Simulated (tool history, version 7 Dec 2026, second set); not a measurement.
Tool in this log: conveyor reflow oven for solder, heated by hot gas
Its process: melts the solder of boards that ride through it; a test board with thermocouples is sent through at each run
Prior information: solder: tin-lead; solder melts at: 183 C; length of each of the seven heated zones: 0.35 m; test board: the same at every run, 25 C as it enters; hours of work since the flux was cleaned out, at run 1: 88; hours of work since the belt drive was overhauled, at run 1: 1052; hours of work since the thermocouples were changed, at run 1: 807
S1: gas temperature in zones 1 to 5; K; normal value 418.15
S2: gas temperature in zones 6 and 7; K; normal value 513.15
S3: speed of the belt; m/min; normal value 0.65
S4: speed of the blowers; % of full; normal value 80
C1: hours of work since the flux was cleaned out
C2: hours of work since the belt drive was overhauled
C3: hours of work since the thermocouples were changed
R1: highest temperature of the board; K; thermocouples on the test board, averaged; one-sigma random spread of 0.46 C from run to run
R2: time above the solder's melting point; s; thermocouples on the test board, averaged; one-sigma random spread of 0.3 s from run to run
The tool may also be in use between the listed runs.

{"run": 1, "day": 0.0, "S1": 418.15, "S2": 513.15, "S3": 0.65, "S4": 80, "C1": 88, "C2": 1052, "C3": 807, "R1": 492.75, "R2": 52}
{"run": 2, "day": 2.283, "S1": 418.15, "S2": 513.15, "S3": 0.65, "S4": 65, "C1": 118, "C2": 1082, "C3": 837, "R1": 489.15, "R2": 48.3}
{"run": 3, "day": 3.804, "S1": 418.15, "S2": 513.15, "S3": 0.713, "S4": 80, "C1": 138, "C2": 1102, "C3": 857, "R1": 489.75, "R2": 44.7}
{"run": 4, "day": 5.104, "S1": 418.15, "S2": 513.15, "S3": 0.713, "S4": 52, "C1": 155, "C2": 1119, "C3": 874, "R1": 480.05, "R2": 36}
{"run": 5, "day": 6.725, "S1": 418.15, "S2": 513.15, "S3": 0.713, "S4": 52, "C1": 177, "C2": 1140, "C3": 895, "R1": 481.05, "R2": 36}
{"run": 6, "day": 8.021, "S1": 418.15, "S2": 513.15, "S3": 0.591, "S4": 80, "C1": 194, "C2": 1157, "C3": 912, "R1": 495.95, "R2": 59}
{"run": 7, "day": 9.604, "S1": 418.15, "S2": 513.15, "S3": 0.591, "S4": 80, "C1": 215, "C2": 1178, "C3": 933, "R1": 496.35, "R2": 59}
{"run": 8, "day": 11.792, "S1": 418.15, "S2": 513.15, "S3": 0.591, "S4": 80, "C1": 244, "C2": 1207, "C3": 962, "R1": 496.15, "R2": 58.9}
{"day": 12.992, "done": "flux residue cleaned out of gas plates and filters"}
{"day": 13.6, "done": "thermocouples of zones 6 and 7 changed"}
{"run": 9, "day": 13.6, "S1": 418.15, "S2": 513.15, "S3": 0.591, "S4": 80, "C1": 7, "C2": 1227, "C3": 0, "R1": 496.55, "R2": 59}
{"run": 10, "day": 15.408, "S1": 418.15, "S2": 513.15, "S3": 0.591, "S4": 80, "C1": 31, "C2": 1251, "C3": 24, "R1": 496.15, "R2": 59.4}
{"run": 11, "day": 17.625, "S1": 418.15, "S2": 513.15, "S3": 0.65, "S4": 80, "C1": 60, "C2": 1280, "C3": 53, "R1": 492.85, "R2": 51.7}
{"run": 12, "day": 19.062, "S1": 412.15, "S2": 513.15, "S3": 0.65, "S4": 80, "C1": 79, "C2": 1299, "C3": 72, "R1": 491.35, "R2": 49.1}
{"run": 13, "day": 20.971, "S1": 418.15, "S2": 513.15, "S3": 0.65, "S4": 54, "C1": 104, "C2": 1324, "C3": 97, "R1": 485.25, "R2": 45}
{"run": 14, "day": 23.404, "S1": 418.15, "S2": 513.15, "S3": 0.65, "S4": 54, "C1": 136, "C2": 1356, "C3": 129, "R1": 485.15, "R2": 44.7}
{"run": 15, "day": 25.442, "S1": 418.15, "S2": 503.15, "S3": 0.65, "S4": 80, "C1": 163, "C2": 1383, "C3": 156, "R1": 485.55, "R2": 46.2}
{"run": 16, "day": 27.738, "S1": 418.15, "S2": 503.15, "S3": 0.65, "S4": 80, "C1": 193, "C2": 1413, "C3": 186, "R1": 484.75, "R2": 45.9}
{"run": 17, "day": 29.575, "S1": 418.15, "S2": 503.15, "S3": 0.65, "S4": 80, "C1": 217, "C2": 1438, "C3": 211, "R1": 484.75, "R2": 46}
{"run": 18, "day": 30.675, "S1": 416.15, "S2": 513.15, "S3": 0.65, "S4": 80, "C1": 232, "C2": 1452, "C3": 225, "R1": 492.25, "R2": 50.3}
{"run": 19, "day": 31.867, "S1": 418.15, "S2": 525.15, "S3": 0.65, "S4": 80, "C1": 248, "C2": 1468, "C3": 241, "R1": 502.15, "R2": 56.7}
{"day": 32.817, "done": "flux residue cleaned out of gas plates and filters"}
{"run": 20, "day": 33.154, "S1": 403.15, "S2": 526.15, "S3": 0.596, "S4": 80, "C1": 4, "C2": 1482, "C3": 255, "R1": 504.55, "R2": 59}
{"run": 21, "day": 35.046, "S1": 418.15, "S2": 505.15, "S3": 0.586, "S4": 88, "C1": 29, "C2": 1507, "C3": 280, "R1": 491.25, "R2": 56.2}
{"run": 22, "day": 37.45, "S1": 418.15, "S2": 505.15, "S3": 0.586, "S4": 88, "C1": 61, "C2": 1539, "C3": 312, "R1": 491.15, "R2": 56.7}
{"run": 23, "day": 39.117, "S1": 418.15, "S2": 504.15, "S3": 0.694, "S4": 62, "C1": 83, "C2": 1561, "C3": 334, "R1": 478.45, "R2": 36.7}
{"run": 24, "day": 41.196, "S1": 418.15, "S2": 504.15, "S3": 0.694, "S4": 62, "C1": 110, "C2": 1588, "C3": 361, "R1": 478.75, "R2": 36.8}
{"run": 25, "day": 42.796, "S1": 418.15, "S2": 513.15, "S3": 0.642, "S4": 80, "C1": 132, "C2": 1609, "C3": 382, "R1": 492.95, "R2": 52.5}
{"run": 26, "day": 44.879, "S1": 420.15, "S2": 511.15, "S3": 0.583, "S4": 80, "C1": 159, "C2": 1637, "C3": 410, "R1": 495.05, "R2": 60.2}
{"run": 27, "day": 46.121, "S1": 415.15, "S2": 522.15, "S3": 0.58, "S4": 60, "C1": 175, "C2": 1653, "C3": 426, "R1": 499.35, "R2": 60}
{"run": 28, "day": 48.038, "S1": 418.15, "S2": 513.15, "S3": 0.703, "S4": 80, "C1": 201, "C2": 1678, "C3": 451, "R1": 489.15, "R2": 45.8}

Describe how what the log doesn't record of the tool's condition differs between the last listed run preceding each entry between runs and the first listed run following it.
Logged between run 8 and run 9: flux residue cleaned out of gas plates and filters (day 12.992); thermocouples of zones 6 and 7 changed (day 13.6)
  heat that the gas passes to the board, % of a clean oven's: 99.1 -> 100; true gas temperature in zones 6 and 7 over the reading, C: 0.26 -> 0.03
Logged between run 19 and run 20: flux residue cleaned out of gas plates and filters (day 32.817)
  heat that the gas passes to the board, % of a clean oven's: 99.1 -> 99.9
